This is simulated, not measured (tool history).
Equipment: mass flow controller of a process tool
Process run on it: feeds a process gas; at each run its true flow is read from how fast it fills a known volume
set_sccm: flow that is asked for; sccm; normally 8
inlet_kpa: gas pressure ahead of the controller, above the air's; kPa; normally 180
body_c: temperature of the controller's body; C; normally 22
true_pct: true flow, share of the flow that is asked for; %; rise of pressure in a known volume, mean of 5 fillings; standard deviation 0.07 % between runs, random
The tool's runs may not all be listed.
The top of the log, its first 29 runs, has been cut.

| run | hour | set_sccm | inlet_kpa | body_c | hours of work since the controller was set to zero | hours of work since the controller was changed | true_pct |
|---|---|---|---|---|---|---|---|
| 30 | 4013 | 3 | 240 | 23 | 3716 | 3716 | 97.98 |
| 31 | 4102.9 | 3 | 240 | 23 | 3780 | 3780 | 97.96 |
| 32 | 4221.9 | 4 | 240 | 21 | 3865 | 3865 | 98.27 |
| 33 | 4389.6 | 4 | 190 | 32 | 3985 | 3985 | 97.17 |
| 34 | 4519.5 | 12 | 237 | 22 | 4078 | 4078 | 99.37 |
| 35 | 4625.7 | 12 | 207 | 30 | 4154 | 4154 | 98.45 |
| 36 | 4785.9 | 14 | 254 | 34 | 4269 | 4269 | 98.83 |
| 37 | 4924.2 | 4 | 163 | 28 | 4368 | 4368 | 97.46 |
| 38 | 5119.8 | 8 | 212 | 28 | 4508 | 4508 | 98.1 |
| 39 | 5299.5 | 8 | 177 | 28 | 4636 | 4636 | 98 |
| 40 | 5489.1 | 8 | 177 | 28 | 4772 | 4772 | 97.99 |
| 41 | 5608.3 | 8 | 177 | 28 | 4857 | 4857 | 98.12 |
| 42 | 5723.6 | 8 | 211 | 22 | 4940 | 4940 | 98.6 |
| 43 | 5867.9 | 8 | 211 | 22 | 5043 | 5043 | 98.54 |
| 44 | 5994.2 | 2 | 234 | 24 | 5133 | 5133 | 97.78 |
| 45 | 6076.6 | 6 | 157 | 24 | 5192 | 5192 | 98.03 |
| 46 | 6176.8 | 5 | 180 | 35 | 5264 | 5264 | 97.17 |

Consider 4 possible next runs. They are alternatives, not a sequence: every one starts from the tool as it was left by run 46. What does each give?
| A | 6356.5 | 5 | 224 | 31 | 5393 | 5393 | ? |
| B | 6356.5 | 5 | 180 | 37 | 5393 | 5393 | ? |
| C | 6356.5 | 6 | 237 | 24 | 5393 | 5393 | ? |
| D | 6356.5 | 7 | 151 | 22 | 5393 | 5393 | ? |

| run | true_pct |
|---|---|
| A | 97.65 |
| B | 97.02 |
| C | 98.36 |
| D | 98.32 |
Without the tool's unlogged condition, the same runs would have read:
| run | true_pct |
|---|---|
| A | 97.66 |
| B | 97.04 |
| C | 98.37 |
| D | 98.33 |

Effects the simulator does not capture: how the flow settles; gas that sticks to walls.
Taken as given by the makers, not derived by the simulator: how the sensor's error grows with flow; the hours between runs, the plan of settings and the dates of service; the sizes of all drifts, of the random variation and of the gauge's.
